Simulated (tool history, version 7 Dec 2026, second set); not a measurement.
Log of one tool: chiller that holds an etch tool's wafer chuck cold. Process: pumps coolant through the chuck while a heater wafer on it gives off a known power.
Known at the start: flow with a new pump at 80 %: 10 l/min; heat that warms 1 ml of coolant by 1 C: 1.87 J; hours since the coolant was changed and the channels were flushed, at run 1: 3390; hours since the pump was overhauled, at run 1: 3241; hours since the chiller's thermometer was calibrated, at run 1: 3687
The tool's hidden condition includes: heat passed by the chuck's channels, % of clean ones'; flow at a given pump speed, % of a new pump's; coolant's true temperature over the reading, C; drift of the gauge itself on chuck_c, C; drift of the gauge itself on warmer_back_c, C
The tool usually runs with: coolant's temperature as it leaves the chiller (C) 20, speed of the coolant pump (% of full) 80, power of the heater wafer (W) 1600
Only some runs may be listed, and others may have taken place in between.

run    hour  coolant's temperature as it leaves the chiller (C)  speed of the coolant pump (% of full)  power of the heater wafer (W)  hours since the coolant was changed and the channels were flushed  hours since the pump was overhauled  hours since the chiller's thermometer was calibrated  chuck's temperature once it has settled (K)  how much warmer the coolant comes back (C)
  1       0                                                  20                                     80                           1600                                                               3390                                 3241                                                  3687                                       311.85                                        5.12
  2   102.5                                                  20                                     89                           1600                                                               3492                                 3344                                                  3790                                       310.95                                        4.58
  3   212.8                                                  20                                     62                           1600                                                               3603                                 3454                                                  3900                                       314.45                                        6.55
  4   320.9                                                  20                                     62                           1600                                                               3711                                 3562                                                  4008                                       314.65                                        6.54
  5   408.7                                                  20                                     62                           1600                                                               3798                                 3650                                                  4096                                       314.55                                        6.44
  6   472.5                                                  20                                     62                           1600                                                               3862                                 3714                                                  4160                                       314.55                                        6.48
  7   554.7                                                  23                                     62                           1600                                                               3945                                 3796                                                  4242                                       317.65                                        6.49
  8   653.4                                                  14                                     80                           1117                                                               4043                                 3894                                                  4341                                       300.35                                        3.41
  9   751.4                                                  17                                     88                           2121                                                               4141                                 3992                                                  4439                                       313.95                                        5.99
 10   809.2                                                  17                                     92                           2121                                                               4199                                 4050                                                  4497                                       313.55                                        5.77
 11   856.3                                                  17                                     92                           2121                                                               4246                                 4097                                                  4544                                       313.35                                        5.72
 12   934.6                                                  16                                     93                           2121                                                               4324                                 4176                                                  4622                                       312.35                                        5.67
 13  1003.9                                                  12                                     70                           1643                                                               4394                                 4245                                                  4691                                       305.95                                        5.78
 14    1110                                                  12                                     77                           1643                                                               4500                                 4351                                                  4797                                       305.05                                        5.21

4 options for the next run, each taken on its own from the tool as it stands now. Forecast them:
  A  1200.2                                                  20                                     92                           1693                                                               4590                                 4441                                                  4888                                            ?                                           ?
  B  1200.2                                                  12                                     77                           1656                                                               4590                                 4441                                                  4888                                            ?                                           ?
  C  1200.2                                                  20                                     83                           1600                                                               4590                                 4441                                                  4888                                            ?                                           ?
  D  1200.2                                                  20                                     94                           1600                                                               4590                                 4441                                                  4888                                            ?                                           ?

run  chuck's temperature once it has settled (K)  how much warmer the coolant comes back (C)
  A                                       311.75                                        4.44
  B                                       305.15                                        5.24
  C                                       311.75                                        4.66
  D                                       310.55                                        4.07
With no hidden state in the tool, these same runs would have given:
run  chuck's temperature once it has settled (K)  how much warmer the coolant comes back (C)
  A                                       311.75                                        4.72
  B                                       305.05                                        5.52
  C                                       311.75                                        4.95
  D                                       310.45                                        4.35
